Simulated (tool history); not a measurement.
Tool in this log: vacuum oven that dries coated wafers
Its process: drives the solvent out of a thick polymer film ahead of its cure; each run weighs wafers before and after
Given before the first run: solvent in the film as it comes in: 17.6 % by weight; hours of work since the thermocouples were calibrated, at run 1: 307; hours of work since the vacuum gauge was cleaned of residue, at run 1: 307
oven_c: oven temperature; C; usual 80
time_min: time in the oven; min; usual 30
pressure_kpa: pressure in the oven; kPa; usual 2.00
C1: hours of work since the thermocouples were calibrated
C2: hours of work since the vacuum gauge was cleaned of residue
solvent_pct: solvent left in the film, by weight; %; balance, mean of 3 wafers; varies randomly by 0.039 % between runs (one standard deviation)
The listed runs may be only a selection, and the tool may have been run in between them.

Run 1, hour 0.0: usual settings; C1 307; C2 307. Result: solvent_pct 1.28 %.
Run 2, hour 29.0: usual settings; C1 324; C2 324. Result: solvent_pct 1.15 %.
Run 3, hour 72.9: usual settings; C1 349; C2 349. Result: solvent_pct 1.23 %.
Run 4, hour 131.7: usual settings; C1 383; C2 383. Result: solvent_pct 1.25 %.
Run 5, hour 176.8: usual settings; C1 409; C2 409. Result: solvent_pct 1.30 %.
Run 6, hour 229.5: usual settings; C1 439; C2 439. Result: solvent_pct 1.32 %.
Run 7, hour 278.9: usual settings; C1 468; C2 468. Result: solvent_pct 1.30 %.
Run 8, hour 327.8: usual settings; C1 496; C2 496. Result: solvent_pct 1.22 %.
Run 9, hour 363.3: usual settings; C1 517; C2 517. Result: solvent_pct 1.31 %.
Run 10, hour 397.6: usual settings; C1 536; C2 536. Result: solvent_pct 1.28 %.
Run 11, hour 437.6: usual settings but time_min 52 min, pressure_kpa 3.26 kPa; C1 559; C2 559. Result: solvent_pct 1.02 %.
Run 12, hour 478.6: usual settings but time_min 52 min, pressure_kpa 3.26 kPa; C1 583; C2 583. Result: solvent_pct 1.09 %.
Run 13, hour 534.5: usual settings but oven_c 71 C; C1 615; C2 615. Result: solvent_pct 3.69 %.
Run 14, hour 586.8: usual settings but oven_c 71 C; C1 646; C2 646. Result: solvent_pct 3.70 %.
Run 15, hour 634.5: usual settings but oven_c 71 C, pressure_kpa 1.55 kPa; C1 673; C2 673. Result: solvent_pct 3.55 %.

Run 16, settings as shown, results not yet in. Your forecast:
Run 16, hour 677.0: usual settings but oven_c 76 C, time_min 49 min, pressure_kpa 1.55 kPa; C1 698; C2 698. Result: solvent_pct ?.

solvent_pct: 0.91 %
Minus the tool's unlogged condition, the same run would have read solvent_pct 0.70 %.
